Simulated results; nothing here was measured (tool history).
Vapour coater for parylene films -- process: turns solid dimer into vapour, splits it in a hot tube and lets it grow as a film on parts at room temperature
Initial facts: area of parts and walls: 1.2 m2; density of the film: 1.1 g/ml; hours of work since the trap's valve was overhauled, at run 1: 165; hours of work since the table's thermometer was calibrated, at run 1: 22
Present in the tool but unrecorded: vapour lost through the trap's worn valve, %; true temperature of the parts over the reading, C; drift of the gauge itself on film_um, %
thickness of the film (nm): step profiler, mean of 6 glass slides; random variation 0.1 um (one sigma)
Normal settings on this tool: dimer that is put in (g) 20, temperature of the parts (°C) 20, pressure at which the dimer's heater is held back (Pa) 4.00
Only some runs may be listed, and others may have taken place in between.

run,hour,dimer that is put in (g),temperature of the parts (°C),pressure at which the dimer's heater is held back (Pa),hours of work since the trap's valve was overhauled,hours of work since the table's thermometer was calibrated,thickness of the film (nm)
1,0.0,20,20,4.00,165,22,11940
2,27.8,20,20,4.00,179,36,12010
3,58.8,20,20,4.00,195,51,11950
4,87.6,20,20,4.00,209,66,11790
5,126.3,20,20,4.00,229,85,11760
6,151.5,20,20,4.00,242,98,11870
7,190.2,20,20,4.00,261,117,11780
8,229.8,20,20,5.02,281,137,11370
9,266.2,20,21,4.00,299,156,11270
10,301.0,20,20,4.00,317,173,11460
11,351.2,20,20,4.00,342,198,11390
# hour 385.5: trap's valve overhauled
12,403.9,20,20,4.18,9,223,11280
13,449.7,20,20,4.00,32,246,11220
# hour 483.3: trap's valve overhauled, once more
14,505.3,20,22,4.00,11,272,11310
15,551.3,20,22,4.00,34,295,11340
16,597.4,20,23,4.00,57,318,10910
17,626.3,20,13,4.00,72,333,14540
18,671.0,20,13,4.00,95,356,14560
19,712.4,20,13,4.00,115,376,14700
20,753.9,20,20,11.45,136,397,10000
21,811.6,20,20,11.45,165,426,9950
22,859.3,20,20,4.00,189,450,11800
23,915.4,20,20,4.00,218,479,11650
24,956.0,16,27,6.23,238,499,6810
25,999.4,31,13,2.48,260,521,21710
26,1024.0,8,20,2.41,272,533,4940
27,1073.1,10,20,7.58,297,558,5170
28,1126.3,10,20,7.58,324,585,5070
29,1161.9,10,20,7.58,342,603,5130
# hour 1197.9: trap's valve overhauled
30,1211.0,10,20,7.58,7,626,5490
31,1266.9,20,17,11.98,35,654,11090
32,1307.5,20,24,3.14,55,674,10880
33,1362.5,8,20,6.67,83,702,4370
34,1411.1,32,20,2.79,107,726,20300
35,1443.9,32,20,2.79,124,743,20110
36,1496.3,21,20,4.55,150,769,12210
37,1544.4,20,20,4.59,175,793,11470
38,1587.0,20,20,4.59,196,815,11230
39,1616.6,20,20,4.59,211,830,11490
40,1674.7,18,17,2.12,240,859,12430
41,1725.1,18,17,2.12,266,884,12340
42,1754.5,18,17,2.12,280,899,12620
43,1796.2,14,20,4.00,301,920,7830
44,1835.9,14,12,2.18,321,940,9620
45,1887.3,29,19,6.82,347,966,15530
# hour 1913.0: trap's valve overhauled
46,1926.6,29,19,6.82,7,984,16560

Hidden condition of the tool, last listed run before each entry between runs versus first listed run after:
Between runs 11 and 12: trap's valve overhauled (hour 385.5)
  vapour lost through the trap's worn valve, %: 6.7 -> 8; true temperature of the parts over the reading, C: 0.27 -> 0.29
  measured minus no-state result, thickness of the film (nm): -930 -> -1090
Between runs 13 and 14: trap's valve overhauled, once more (hour 483.3)
  vapour lost through the trap's worn valve, %: 8.4 -> 0.2; true temperature of the parts over the reading, C: 0.3 -> 0.32
  measured minus no-state result, thickness of the film (nm): -1140 -> -150
Between runs 29 and 30: trap's valve overhauled (hour 1197.9)
  vapour lost through the trap's worn valve, %: 6.8 -> 0.3; true temperature of the parts over the reading, C: 0.59 -> 0.61
  measured minus no-state result, thickness of the film (nm): -480 -> -130
Between runs 45 and 46: trap's valve overhauled (hour 1913.0)
  vapour lost through the trap's worn valve, %: 7.1 -> 0.5; true temperature of the parts over the reading, C: 0.88 -> 0.89
  measured minus no-state result, thickness of the film (nm): -1680 -> -580

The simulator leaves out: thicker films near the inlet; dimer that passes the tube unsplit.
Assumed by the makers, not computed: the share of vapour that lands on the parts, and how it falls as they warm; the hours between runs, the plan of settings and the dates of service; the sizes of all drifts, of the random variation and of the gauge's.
